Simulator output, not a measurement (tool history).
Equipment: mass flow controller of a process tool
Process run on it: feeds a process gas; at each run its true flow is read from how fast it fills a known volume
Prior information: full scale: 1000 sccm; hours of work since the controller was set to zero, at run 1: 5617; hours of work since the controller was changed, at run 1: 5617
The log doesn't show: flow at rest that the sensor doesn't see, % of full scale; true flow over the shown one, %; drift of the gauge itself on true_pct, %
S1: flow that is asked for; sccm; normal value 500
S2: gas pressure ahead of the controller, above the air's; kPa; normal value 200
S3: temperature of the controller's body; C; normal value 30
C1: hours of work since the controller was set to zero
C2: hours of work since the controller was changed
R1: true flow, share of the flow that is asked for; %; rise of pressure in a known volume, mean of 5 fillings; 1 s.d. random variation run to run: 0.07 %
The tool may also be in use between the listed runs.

Run 1, hour 0.0: usual settings; C1 5617; C2 5617. Result: R1 98.89 %.
Run 2, hour 459.3: usual settings but S3 27 C; C1 5855; C2 5855. Result: R1 98.67 %.
Run 3, hour 728.4: usual settings but S3 36 C; C1 5994; C2 5994. Result: R1 99.28 %.
Run 4, hour 955.3: usual settings; C1 6112; C2 6112. Result: R1 98.83 %.
Run 5, hour 1253.4: usual settings but S2 145 kPa; C1 6266; C2 6266. Result: R1 99.21 %.
Run 6, hour 1534.1: usual settings but S2 222 kPa; C1 6411; C2 6411. Result: R1 98.83 %.
Run 7, hour 2023.5: usual settings; C1 6665; C2 6665. Result: R1 98.88 %.
Run 8, hour 2497.4: usual settings; C1 6910; C2 6910. Result: R1 98.87 %.
Run 9, hour 2894.9: usual settings; C1 7116; C2 7116. Result: R1 98.99 %.
Run 10, hour 3299.4: usual settings; C1 7325; C2 7325. Result: R1 98.89 %.
At hour 3350.8: controller exchanged for a calibrated one.
Run 11, hour 3774.3: usual settings but S2 180 kPa; C1 219; C2 219. Result: R1 99.23 %.
Run 12, hour 4220.7: usual settings but S2 180 kPa; C1 450; C2 450. Result: R1 98.96 %.
Run 13, hour 4476.3: usual settings but S1 266 sccm, S2 184 kPa, S3 32 C; C1 583; C2 583. Result: R1 98.59 %.
Run 14, hour 4877.0: usual settings but S1 266 sccm, S2 212 kPa, S3 22 C; C1 790; C2 790. Result: R1 97.76 %.
Run 15, hour 5248.6: usual settings but S1 266 sccm, S2 212 kPa, S3 22 C; C1 983; C2 983. Result: R1 97.78 %.
Run 16, hour 5620.8: usual settings but S1 488 sccm, S2 235 kPa; C1 1175; C2 1175. Result: R1 98.88 %.
Run 17, hour 6046.8: usual settings but S1 859 sccm, S2 270 kPa, S3 29 C; C1 1396; C2 1396. Result: R1 99.65 %.

Each row is a separate what-if for the run after 17, all from the same tool condition, not one after another. Results?
Run A, hour 6397.0: usual settings but S1 132 sccm, S2 145 kPa, S3 32 C; C1 1577; C2 1577. Result: R1 ?.
Run B, hour 6397.0: usual settings but S2 222 kPa; C1 1577; C2 1577. Result: R1 ?.
Run C, hour 6397.0: usual settings but S1 859 sccm, S2 205 kPa, S3 26 C; C1 1577; C2 1577. Result: R1 ?.
Run D, hour 6397.0: usual settings but S1 859 sccm, S2 169 kPa, S3 29 C; C1 1577; C2 1577. Result: R1 ?.

run     R1
  A  98.32
  B  98.81
  C  99.65
  D  99.97
The same runs, with their run-to-run variation unchanged, on a tool lacking any hidden condition would have given:
run     R1
  A  98.32
  B  98.83
  C  99.67
  D  99.98
